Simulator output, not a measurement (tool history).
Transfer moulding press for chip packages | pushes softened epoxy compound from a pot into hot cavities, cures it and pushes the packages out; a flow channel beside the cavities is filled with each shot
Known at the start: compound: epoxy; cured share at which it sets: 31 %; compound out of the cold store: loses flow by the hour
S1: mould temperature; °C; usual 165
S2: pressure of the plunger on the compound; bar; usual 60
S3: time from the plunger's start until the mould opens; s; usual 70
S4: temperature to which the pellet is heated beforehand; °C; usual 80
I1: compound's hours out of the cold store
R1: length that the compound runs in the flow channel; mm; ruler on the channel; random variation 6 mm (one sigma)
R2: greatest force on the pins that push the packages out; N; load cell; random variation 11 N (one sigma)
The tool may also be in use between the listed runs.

Run 1, day 0: usual settings; I1 22.8. Result: R1 676 mm, R2 529 N.
Run 2, day 2.046: usual settings; I1 18.7. Result: R1 684 mm, R2 519 N.
At day 2.388: cavities cleaned with cleaning compound and waxed.
At day 3.467: mould's thermocouples calibrated.
Run 3, day 3.725: usual settings but S3 51 s; I1 41.2. Result: R1 620 mm, R2 1000 N.
At day 4.842: cavities cleaned with cleaning compound and waxed.
Run 4, day 4.883: usual settings but S3 51 s; I1 18.2. Result: R1 677 mm, R2 1176 N.
Run 5, day 6.854: usual settings but S3 51 s; I1 24.8. Result: R1 663 mm, R2 1117 N.
At day 7.304: cavities cleaned with cleaning compound and waxed.
Run 6, day 8.975: usual settings but S3 51 s, S4 71 °C; I1 21.1. Result: R1 680 mm, R2 1177 N.
At day 9.588: plunger's sealing rings changed.
At day 9.775: cavities cleaned with cleaning compound and waxed.
Run 7, day 10.288: usual settings but S1 172 °C, S3 51 s, S4 71 °C; I1 15.9. Result: R1 672 mm, R2 712 N.
Run 8, day 11.708: usual settings; I1 13.3. Result: R1 698 mm, R2 526 N.
At day 12.162: cavities cleaned with cleaning compound and waxed.
Run 9, day 13.121: usual settings; I1 32.9. Result: R1 627 mm, R2 502 N.
Run 10, day 14.146: usual settings but S1 167 °C; I1 34.1. Result: R1 637 mm, R2 457 N.
At day 14.583: cavities cleaned with cleaning compound and waxed.
Run 11, day 15.267: usual settings but S1 167 °C; I1 42.2. Result: R1 600 mm, R2 450 N.
At day 16.933: cavities cleaned with cleaning compound and waxed.
Run 12, day 17.046: usual settings but S1 167 °C; I1 17.4. Result: R1 675 mm, R2 459 N.
Run 13, day 18.796: usual settings but S1 167 °C; I1 16.4. Result: R1 684 mm, R2 476 N.
At day 19.275: cavities cleaned with cleaning compound and waxed.
Run 14, day 20.183: usual settings but S1 167 °C, S3 59 s; I1 40.5. Result: R1 607 mm, R2 646 N.
At day 21.65: cavities cleaned with cleaning compound and waxed.
Run 15, day 22.579: usual settings but S1 167 °C, S3 59 s; I1 12.2. Result: R1 695 mm, R2 704 N.

Forecast run 16:
At day 24.021: cavities cleaned with cleaning compound and waxed.
Run 16, day 24.558: usual settings but S1 162 °C, S2 53.6 bar; I1 24.2. Result: R1 ?, R2 ?.

R1: 637 mm
R2: 627 N
Without the tool's hidden state the same run would have given R1 637 mm, R2 624 N.

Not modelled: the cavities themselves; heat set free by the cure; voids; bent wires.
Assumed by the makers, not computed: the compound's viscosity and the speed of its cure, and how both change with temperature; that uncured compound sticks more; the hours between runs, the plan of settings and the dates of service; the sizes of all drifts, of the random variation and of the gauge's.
